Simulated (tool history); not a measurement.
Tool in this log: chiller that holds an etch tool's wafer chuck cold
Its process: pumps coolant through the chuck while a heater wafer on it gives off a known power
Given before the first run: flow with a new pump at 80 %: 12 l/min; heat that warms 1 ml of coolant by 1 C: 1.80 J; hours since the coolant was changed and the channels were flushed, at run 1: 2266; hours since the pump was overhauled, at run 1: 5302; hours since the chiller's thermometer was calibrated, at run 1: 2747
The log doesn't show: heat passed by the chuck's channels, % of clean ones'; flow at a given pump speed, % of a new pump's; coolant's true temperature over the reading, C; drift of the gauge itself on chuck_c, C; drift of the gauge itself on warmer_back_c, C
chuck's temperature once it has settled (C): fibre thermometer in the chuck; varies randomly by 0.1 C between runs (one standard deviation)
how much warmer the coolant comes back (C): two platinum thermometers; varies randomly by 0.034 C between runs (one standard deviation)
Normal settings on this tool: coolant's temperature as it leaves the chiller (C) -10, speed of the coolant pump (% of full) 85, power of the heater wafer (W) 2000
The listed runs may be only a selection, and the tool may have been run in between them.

run    hour  coolant's temperature as it leaves the chiller (C)  speed of the coolant pump (% of full)  power of the heater wafer (W)  hours since the coolant was changed and the channels were flushed  hours since the pump was overhauled  hours since the chiller's thermometer was calibrated  chuck's temperature once it has settled (C)  how much warmer the coolant comes back (C)
  1       0                                                 -10                                     85                           2000                                                               2266                                 5302                                                  2747                                          4.5                                        5.16
  2   116.6                                                 -10                                     85                           2000                                                               2382                                 5419                                                  2864                                          4.6                                        5.17
  3   281.3                                                 -10                                     85                           2000                                                               2547                                 5583                                                  3028                                          4.5                                        5.23
      423.5  -- chiller's thermometer calibrated
  4   443.1                                                 -10                                     85                           2000                                                               2708                                 5744                                                    20                                          4.6                                        5.16
  5   558.7                                                 -10                                     85                           2000                                                               2823                                 5860                                                   135                                          4.7                                        5.13
  6   675.7                                                 -10                                     85                           2000                                                               2940                                 5977                                                   252                                          4.5                                        5.14
  7   763.1                                                 -10                                     85                           2000                                                               3028                                 6064                                                   340                                          4.5                                         5.2
  8   941.5                                                 -10                                     85                           2000                                                               3206                                 6243                                                   518                                          4.6                                        5.11
  9  1093.6                                                 -10                                     95                           1842                                                               3358                                 6395                                                   670                                          2.2                                        4.17
 10  1208.3                                                 -12                                     63                           1007                                                               3473                                 6509                                                   785                                         -2.6                                        3.47
 11  1360.3                                                 -12                                     63                           1007                                                               3625                                 6661                                                   937                                         -2.4                                        3.57
 12    1497                                                 -12                                     63                           1007                                                               3762                                 6798                                                  1074                                         -2.3                                        3.53
 13  1619.1                                                  -5                                     94                           1565                                                               3884                                 6920                                                  1196                                          5.4                                        3.49
 14  1741.8                                                 -18                                     76                           1110                                                               4007                                 7043                                                  1318                                         -9.1                                        3.13
 15  1871.7                                                 -18                                     76                           1110                                                               4136                                 7173                                                  1448                                           -9                                        3.12
     1905.5  -- coolant pump overhauled
 16  1984.8                                                 -18                                     85                           1719                                                               4245                                   79                                                  1556                                         -5.5                                         4.3

What if the next run were any one of these 5? Each begins from the tool's condition after run 16:
  A  2095.4                                                 -10                                     85                           1850                                                               4355                                  190                                                  1667                                            ?                                           ?
  B  2095.4                                                  -9                                     67                           1719                                                               4355                                  190                                                  1667                                            ?                                           ?
  C  2095.4                                                 -10                                     66                           2000                                                               4355                                  190                                                  1667                                            ?                                           ?
  D  2095.4                                                 -13                                     89                           2614                                                               4355                                  190                                                  1667                                            ?                                           ?
  E  2095.4                                                 -10                                     85                           1393                                                               4355                                  190                                                  1667                                            ?                                           ?

run  chuck's temperature once it has settled (C)  how much warmer the coolant comes back (C)
  A                                          3.5                                        4.66
  B                                          6.6                                        5.62
  C                                          8.4                                        6.71
  D                                          5.1                                        6.34
  E                                          0.2                                        3.43
The same runs, with their run-to-run variation unchanged, on a tool lacking any hidden condition would have given:
run  chuck's temperature once it has settled (C)  how much warmer the coolant comes back (C)
  A                                          3.4                                        4.84
  B                                          6.5                                         5.8
  C                                          8.4                                        6.89
  D                                          5.1                                        6.52
  E                                          0.2                                        3.61
